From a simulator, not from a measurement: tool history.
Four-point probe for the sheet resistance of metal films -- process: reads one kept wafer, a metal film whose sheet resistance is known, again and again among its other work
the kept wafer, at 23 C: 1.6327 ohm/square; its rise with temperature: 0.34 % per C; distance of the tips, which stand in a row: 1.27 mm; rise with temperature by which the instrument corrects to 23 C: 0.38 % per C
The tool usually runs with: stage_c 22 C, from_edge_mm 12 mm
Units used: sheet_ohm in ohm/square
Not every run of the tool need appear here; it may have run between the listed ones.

{"run": 1, "hour": 0.0, "stage_c": 22, "from_edge_mm": 12, "sheet_ohm": 1.644507}
{"run": 2, "hour": 25.3, "stage_c": 22, "from_edge_mm": 12, "sheet_ohm": 1.644849}
{"run": 3, "hour": 55.7, "stage_c": 22, "from_edge_mm": 12, "sheet_ohm": 1.645385}
{"run": 4, "hour": 76.4, "stage_c": 22, "from_edge_mm": 12, "sheet_ohm": 1.644993}
{"run": 5, "hour": 94.3, "stage_c": 22, "from_edge_mm": 46, "sheet_ohm": 1.636094}
{"run": 6, "hour": 121.6, "stage_c": 22, "from_edge_mm": 46, "sheet_ohm": 1.635509}
{"run": 7, "hour": 143.3, "stage_c": 22, "from_edge_mm": 46, "sheet_ohm": 1.635544}
{"run": 8, "hour": 162.0, "stage_c": 22, "from_edge_mm": 46, "sheet_ohm": 1.636396}
{"run": 9, "hour": 193.5, "stage_c": 22, "from_edge_mm": 46, "sheet_ohm": 1.636055}
{"run": 10, "hour": 222.6, "stage_c": 26, "from_edge_mm": 5, "sheet_ohm": 1.686409}
{"run": 11, "hour": 243.0, "stage_c": 22, "from_edge_mm": 11, "sheet_ohm": 1.647203}
{"run": 12, "hour": 271.2, "stage_c": 22, "from_edge_mm": 11, "sheet_ohm": 1.647094}
{"run": 13, "hour": 302.6, "stage_c": 24, "from_edge_mm": 49, "sheet_ohm": 1.634579}
{"run": 14, "hour": 326.3, "stage_c": 24, "from_edge_mm": 49, "sheet_ohm": 1.634944}
{"run": 15, "hour": 348.1, "stage_c": 24, "from_edge_mm": 49, "sheet_ohm": 1.634942}

Below are 3 alternative next runs, each starting from the tool's condition after run 15. Predict each:
{"run": "A", "hour": 375.9, "stage_c": 19, "from_edge_mm": 49, "sheet_ohm": "?"}
{"run": "B", "hour": 375.9, "stage_c": 25, "from_edge_mm": 7, "sheet_ohm": "?"}
{"run": "C", "hour": 375.9, "stage_c": 22, "from_edge_mm": 45, "sheet_ohm": "?"}

run=A sheet_ohm=1.638849
run=B sheet_ohm=1.662086
run=C sheet_ohm=1.636248
Had the tool no hidden state, the same runs would have come out as:
run=A sheet_ohm=1.636623
run=B sheet_ohm=1.659853
run=C sheet_ohm=1.634037
